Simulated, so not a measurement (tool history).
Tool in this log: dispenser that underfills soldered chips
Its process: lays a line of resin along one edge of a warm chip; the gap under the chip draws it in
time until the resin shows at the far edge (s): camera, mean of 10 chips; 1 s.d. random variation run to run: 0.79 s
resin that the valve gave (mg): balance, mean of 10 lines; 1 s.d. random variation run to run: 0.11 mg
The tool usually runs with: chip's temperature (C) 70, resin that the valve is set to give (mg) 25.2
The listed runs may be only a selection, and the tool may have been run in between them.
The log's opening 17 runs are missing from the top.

run   hour  chip's temperature (C)  resin that the valve is set to give (mg)  hours of work since the syringe was changed  hours of work since the valve was cleaned  hours of work since the stage was calibrated  time until the resin shows at the far edge (s)  resin that the valve gave (mg)
     150.5  -- new syringe of resin
 18    152                      70                                      22.6                                            1                                         83                                           132                                            78.5                           21.16
     158.7  -- new syringe of resin
 19    159                      74                                      27.5                                            0                                         87                                           137                                            62.3                           25.65
     167.9  -- new syringe of resin
 20  171.4                      72                                      29.4                                            3                                         96                                           146                                              77                           27.43
     176.6  -- new syringe of resin
 21  182.6                      72                                      29.4                                            4                                        104                                           154                                            89.2                           27.18
       185  -- new syringe of resin
 22  192.3                      55                                      25.2                                            5                                        111                                           160                                           169.3                           22.98
     193.3  -- new syringe of resin
     202.2  -- new syringe of resin
     203.2  -- dispensing valve cleaned and set on the balance
 23  206.3                      64                                      22.7                                            2                                          2                                           169                                           101.4                           22.66
     211.5  -- new syringe of resin
 24  214.7                      58                                      25.2                                            2                                          8                                           175                                           123.8                           24.93
     219.8  -- new syringe of resin
 25    223                      75                                      25.2                                            2                                         14                                           181                                            69.6                           25.09
       229  -- new syringe of resin
 26  236.1                      83                                      29.6                                            5                                         23                                           190                                            64.5                           28.87
       238  -- new syringe of resin
     246.9  -- new syringe of resin
 27    247                      84                                      29.3                                            0                                         30                                           197                                            43.1                           28.72
     255.7  -- new syringe of resin
 28  256.2                      75                                      22.9                                            0                                         37                                           203                                            61.9                           22.17
       264  -- new syringe of resin
 29  264.8                      75                                      22.9                                            1                                         43                                           209                                            62.8                           22.49
     272.3  -- new syringe of resin
 30  277.1                      68                                      24.8                                            3                                         51                                           218                                            96.5                            23.8
     281.3  -- new syringe of resin
 31  283.5                      68                                      24.8                                            2                                         55                                           222                                            83.6                           23.63
     290.2  -- new syringe of resin
 32  297.3                      78                                      24.1                                            5                                         65                                           232                                            79.1                           22.84
     298.8  -- new syringe of resin
 33  305.7                      60                                      30.8                                            5                                         71                                           238                                           134.9                           28.77
     307.6  -- new syringe of resin
     315.9  -- new syringe of resin
 34  318.1                      74                                      30.8                                            2                                         79                                           246                                            67.2                           28.95

Forecast each of these 3 alternatives for the next run:
     324.9  -- new syringe of resin
  A  324.9                      56                                      25.4                                            0                                         84                                           251                                               ?                               ?
     324.9  -- new syringe of resin
  B  324.9                      60                                      24.2                                            0                                         84                                           251                                               ?                               ?
     324.9  -- new syringe of resin
  C  324.9                      63                                      26.4                                            0                                         84                                           251                                               ?                               ?

run  time until the resin shows at the far edge (s)  resin that the valve gave (mg)
  A                                           110.3                            23.9
  B                                            99.2                           22.59
  C                                            86.6                           24.45
Without the tool's hidden state the same runs would have given:
run  time until the resin shows at the far edge (s)  resin that the valve gave (mg)
  A                                           118.1                           25.62
  B                                           105.7                           24.22
  C                                            92.6                           26.22
